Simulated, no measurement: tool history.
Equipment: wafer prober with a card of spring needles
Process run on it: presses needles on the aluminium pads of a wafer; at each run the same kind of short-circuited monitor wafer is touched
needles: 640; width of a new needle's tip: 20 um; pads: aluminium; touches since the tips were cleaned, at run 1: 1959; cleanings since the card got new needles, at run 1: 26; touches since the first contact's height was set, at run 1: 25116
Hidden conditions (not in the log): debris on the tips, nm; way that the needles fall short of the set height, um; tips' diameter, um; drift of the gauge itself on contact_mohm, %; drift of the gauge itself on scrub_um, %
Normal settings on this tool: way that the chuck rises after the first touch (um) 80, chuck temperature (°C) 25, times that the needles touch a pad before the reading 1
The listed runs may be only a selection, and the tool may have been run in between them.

| run | day | way that the chuck rises after the first touch (um) | chuck temperature (°C) | times that the needles touch a pad before the reading | touches since the tips were cleaned | cleanings since the card got new needles | touches since the first contact's height was set | resistance of one needle with its contact and lead (mohm) | way that a needle slides on the pad (um) |
|---|---|---|---|---|---|---|---|---|---|
| 1 | 0 | 80 | 25 | 1 | 1959 | 26 | 25116 | 158 | 22.12 |
|  | 0.579 | tips cleaned on abrasive film |
| 2 | 0.9 | 99 | 25 | 1 | 2587 | 27 | 32370 | 163 | 27.39 |
|  | 1.433 | tips cleaned on abrasive film |
| 3 | 2.071 | 99 | 25 | 1 | 5136 | 28 | 41795 | 157 | 27.32 |
|  | 2.2 | tips cleaned on abrasive film |
|  | 3.004 | tips cleaned on abrasive film |
| 4 | 3.458 | 99 | 25 | 1 | 3686 | 30 | 52981 | 154 | 27.33 |
|  | 3.812 | tips cleaned on abrasive film |
|  | 4.633 | tips cleaned on abrasive film |
| 5 | 4.821 | 80 | 25 | 1 | 1533 | 32 | 63932 | 153 | 21.96 |
|  | 5.4 | tips cleaned on abrasive film |
|  | 6.212 | tips cleaned on abrasive film |
|  | 6.396 | height of the first contact set anew |
| 6 | 6.492 | 80 | 25 | 1 | 2177 | 34 | 799 | 161 | 22.24 |
|  | 7 | tips cleaned on abrasive film |
|  | 7.767 | tips cleaned on abrasive film |
| 7 | 8.062 | 80 | 25 | 1 | 2401 | 36 | 13441 | 158 | 22.2 |
|  | 8.65 | tips cleaned on abrasive film |
|  | 9.425 | tips cleaned on abrasive film |
| 8 | 9.625 | 80 | 70 | 1 | 1632 | 38 | 26018 | 162 | 22.16 |
|  | 10.225 | tips cleaned on abrasive film |
|  | 11.046 | tips cleaned on abrasive film, once more |
| 9 | 11.275 | 80 | 70 | 1 | 1865 | 40 | 39314 | 161 | 22.12 |
|  | 11.846 | tips cleaned on abrasive film |
|  | 12.708 | tips cleaned on abrasive film |
| 10 | 12.862 | 80 | 70 | 1 | 1260 | 42 | 52077 | 162 | 22.08 |
|  | 13.567 | tips cleaned on abrasive film |
|  | 14.362 | tips cleaned on abrasive film |
| 11 | 14.733 | 80 | 25 | 3 | 3009 | 44 | 67147 | 147 | 22.02 |
|  | 15.225 | tips cleaned on abrasive film |
|  | 15.892 | height of the first contact set anew |
|  | 16.1 | tips cleaned on abrasive film |
| 12 | 16.262 | 80 | 25 | 3 | 1311 | 46 | 2966 | 144 | 22.2 |
|  | 16.933 | tips cleaned on abrasive film |
| 13 | 17.054 | 80 | 25 | 3 | 960 | 47 | 9329 | 141 | 22.2 |
|  | 17.779 | tips cleaned on abrasive film |
| 14 | 18.054 | 80 | 25 | 3 | 2207 | 48 | 17399 | 146 | 22.13 |
|  | 18.625 | tips cleaned on abrasive film |
| 15 | 19.258 | 80 | 92 | 1 | 5119 | 49 | 27122 | 173 | 22.14 |
|  | 19.433 | tips cleaned on abrasive film |
|  | 20.262 | tips cleaned on abrasive film |
| 16 | 20.379 | 80 | 92 | 1 | 949 | 51 | 36130 | 162 | 22.1 |
|  | 21.083 | tips cleaned on abrasive film |
|  | 21.896 | tips cleaned on abrasive film |
| 17 | 22.004 | 79 | 112 | 1 | 872 | 53 | 49213 | 167 | 21.78 |
|  | 22.729 | tips cleaned on abrasive film |
| 18 | 22.912 | 79 | 112 | 1 | 1482 | 54 | 56528 | 170 | 21.73 |
|  | 23.592 | tips cleaned on abrasive film |
| 19 | 23.758 | 73 | 37 | 2 | 1331 | 55 | 63320 | 154 | 20.05 |
|  | 24.371 | tips cleaned on abrasive film |
|  | 25.175 | tips cleaned on abrasive film |
|  | 25.396 | height of the first contact set anew |
| 20 | 25.462 | 61 | 84 | 2 | 2219 | 57 | 546 | 168 | 16.97 |
|  | 26.021 | tips cleaned on abrasive film |
| 21 | 26.767 | 80 | 106 | 1 | 6050 | 58 | 11059 | 177 | 22.21 |
|  | 26.879 | tips cleaned on abrasive film |
|  | 27.738 | tips cleaned on abrasive film |
| 22 | 28.283 | 92 | 71 | 1 | 4425 | 60 | 23280 | 166 | 25.51 |
|  | 28.529 | tips cleaned on abrasive film |
|  | 29.308 | tips cleaned on abrasive film |
| 23 | 29.488 | 92 | 71 | 1 | 1453 | 62 | 32939 | 158 | 25.44 |
|  | 30.138 | tips cleaned on abrasive film |
|  | 30.983 | tips cleaned on abrasive film |
| 24 | 30.992 | 92 | 71 | 1 | 38 | 64 | 45040 | 149 | 25.4 |
|  | 31.812 | tips cleaned on abrasive film |
|  | 32.608 | tips cleaned on abrasive film |
| 25 | 32.825 | 92 | 71 | 1 | 1750 | 66 | 59818 | 160 | 25.34 |
|  | 33.417 | tips cleaned on abrasive film |
| 26 | 33.846 | 64 | 25 | 1 | 3478 | 67 | 68054 | 180 | 17.53 |
|  | 34.292 | tips cleaned on abrasive film |
|  | 34.938 | height of the first contact set anew |
|  | 35.075 | tips cleaned on abrasive film |
| 27 | 35.608 | 68 | 121 | 1 | 4341 | 69 | 5393 | 188 | 18.88 |
|  | 35.95 | tips cleaned on abrasive film |
|  | 36.742 | tips cleaned on abrasive film |
| 28 | 37.3 | 87 | 93 | 2 | 4522 | 71 | 19002 | 164 | 24.11 |
|  | 37.579 | tips cleaned on abrasive film |
|  | 38.346 | tips cleaned on abrasive film |
| 29 | 38.588 | 94 | 93 | 1 | 1939 | 73 | 29356 | 163 | 26.01 |
|  | 39.133 | tips cleaned on abrasive film |
| 30 | 39.729 | 80 | 89 | 1 | 4841 | 74 | 38565 | 172 | 22.12 |

What if the next run were any one of these 5? Each begins from the tool's condition after run 30:
|  | 40.004 | tips cleaned on abrasive film |
|  | 40.846 | tips cleaned on abrasive film |
| A | 41.004 | 80 | 89 | 1 | 1273 | 76 | 48822 | ? | ? |
|  | 40.004 | tips cleaned on abrasive film |
|  | 40.846 | tips cleaned on abrasive film |
| B | 41.004 | 99 | 45 | 1 | 1273 | 76 | 48822 | ? | ? |
|  | 40.004 | tips cleaned on abrasive film |
|  | 40.846 | tips cleaned on abrasive film |
| C | 41.004 | 80 | 33 | 1 | 1273 | 76 | 48822 | ? | ? |
|  | 40.004 | tips cleaned on abrasive film |
|  | 40.846 | tips cleaned on abrasive film |
| D | 41.004 | 80 | 25 | 2 | 1273 | 76 | 48822 | ? | ? |
|  | 40.004 | tips cleaned on abrasive film |
|  | 40.846 | tips cleaned on abrasive film |
| E | 41.004 | 80 | 31 | 1 | 1273 | 76 | 48822 | ? | ? |

| run | resistance of one needle with its contact and lead (mohm) | way that a needle slides on the pad (um) |
|---|---|---|
| A | 165 | 22.02 |
| B | 149 | 27.34 |
| C | 156 | 22.06 |
| D | 148 | 22.06 |
| E | 157 | 22.07 |
With no hidden state in the tool, these same runs would have given:
| run | resistance of one needle with its contact and lead (mohm) | way that a needle slides on the pad (um) |
|---|---|---|
| A | 150 | 22.2 |
| B | 138 | 27.52 |
| C | 140 | 22.24 |
| D | 137 | 22.24 |
| E | 141 | 22.25 |
